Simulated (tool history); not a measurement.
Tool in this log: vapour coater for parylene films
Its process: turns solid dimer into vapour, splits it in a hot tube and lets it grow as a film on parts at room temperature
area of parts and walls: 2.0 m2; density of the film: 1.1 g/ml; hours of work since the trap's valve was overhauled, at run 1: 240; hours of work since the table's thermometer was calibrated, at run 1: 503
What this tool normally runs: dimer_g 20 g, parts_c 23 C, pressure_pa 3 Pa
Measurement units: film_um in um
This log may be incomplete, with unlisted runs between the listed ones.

| run | day | dimer_g | parts_c | pressure_pa | hours of work since the trap's valve was overhauled | hours of work since the table's thermometer was calibrated | film_um |
|---|---|---|---|---|---|---|---|
| 1 | 0 | 20 | 23 | 3 | 240 | 503 | 5.14 |
| 2 | 1.258 | 20 | 23 | 7.42 | 256 | 519 | 4.9 |
| 3 | 1.846 | 20 | 23 | 7.42 | 264 | 527 | 4.77 |
| 4 | 2.375 | 20 | 23 | 3 | 270 | 533 | 5.18 |
| 5 | 3.292 | 20 | 23 | 3 | 282 | 545 | 5.28 |
| 6 | 4.283 | 20 | 23 | 3 | 295 | 558 | 5.1 |
| 7 | 4.975 | 20 | 23 | 3 | 303 | 566 | 5.13 |
| 8 | 5.721 | 20 | 23 | 3 | 313 | 576 | 5.16 |
| 9 | 6.375 | 20 | 23 | 3 | 321 | 584 | 5.09 |
| 10 | 7.025 | 20 | 23 | 3 | 329 | 592 | 5.11 |
| 11 | 7.825 | 18 | 23 | 3 | 339 | 602 | 4.65 |
| 12 | 8.654 | 18 | 23 | 3 | 350 | 613 | 4.55 |
| 13 | 9.225 | 20 | 23 | 4.23 | 357 | 620 | 4.95 |
| 14 | 9.975 | 20 | 23 | 4.23 | 366 | 629 | 4.92 |
| 15 | 11.071 | 20 | 23 | 3 | 380 | 643 | 5.07 |
| 16 | 12.212 | 20 | 23 | 3 | 395 | 658 | 5.05 |
| 17 | 13.229 | 20 | 23 | 3 | 408 | 671 | 5 |
| 18 | 14.504 | 20 | 23 | 3 | 424 | 687 | 5.01 |
| 19 | 15.233 | 20 | 23 | 3 | 433 | 696 | 5.04 |
| 20 | 16.496 | 8 | 28 | 3 | 449 | 712 | 1.63 |
| 21 | 17.725 | 8 | 28 | 3 | 464 | 727 | 1.59 |
| 22 | 18.729 | 8 | 28 | 3 | 477 | 740 | 1.6 |
| 23 | 19.783 | 33 | 28 | 3 | 490 | 753 | 6.61 |
| 24 | 20.7 | 19 | 28 | 10.36 | 502 | 765 | 3.49 |
| 25 | 21.375 | 14 | 17 | 2.56 | 510 | 773 | 4.57 |
| 26 | 22.417 | 11 | 23 | 3 | 524 | 787 | 2.77 |
| 27 | 23.662 | 11 | 23 | 3.21 | 539 | 802 | 2.67 |
|  | 24.517 | trap's valve overhauled |
| 28 | 24.946 | 11 | 23 | 3.21 | 5 | 816 | 2.9 |
| 29 | 25.883 | 12 | 19 | 2.21 | 17 | 828 | 3.82 |
| 30 | 26.483 | 12 | 19 | 2.21 | 25 | 836 | 3.89 |
| 31 | 27.388 | 12 | 19 | 2.21 | 36 | 847 | 3.87 |
| 32 | 28.571 | 17 | 21 | 10.71 | 51 | 862 | 4.36 |
| 33 | 29.138 | 9 | 16 | 2.61 | 58 | 869 | 3.28 |
| 34 | 30.367 | 20 | 34 | 3 | 74 | 885 | 3.28 |
| 35 | 31.612 | 20 | 34 | 4.27 | 90 | 901 | 3.13 |
| 36 | 32.4 | 17 | 29 | 4.27 | 100 | 911 | 3.36 |
| 37 | 33.371 | 17 | 29 | 4.27 | 112 | 923 | 3.27 |

Take each entry between the runs: how does the hidden state at the last listed run before it differ from the hidden state at the first listed run after it?
Logged between run 27 and run 28: trap's valve overhauled (day 24.517)
  vapour lost through the trap's worn valve, %: 7.8 -> 0.2; true temperature of the parts over the reading, C: 0.58 -> 0.59
  the result without the hidden state subtracted from the measured one, film_um: -0.3 -> -0.09 um
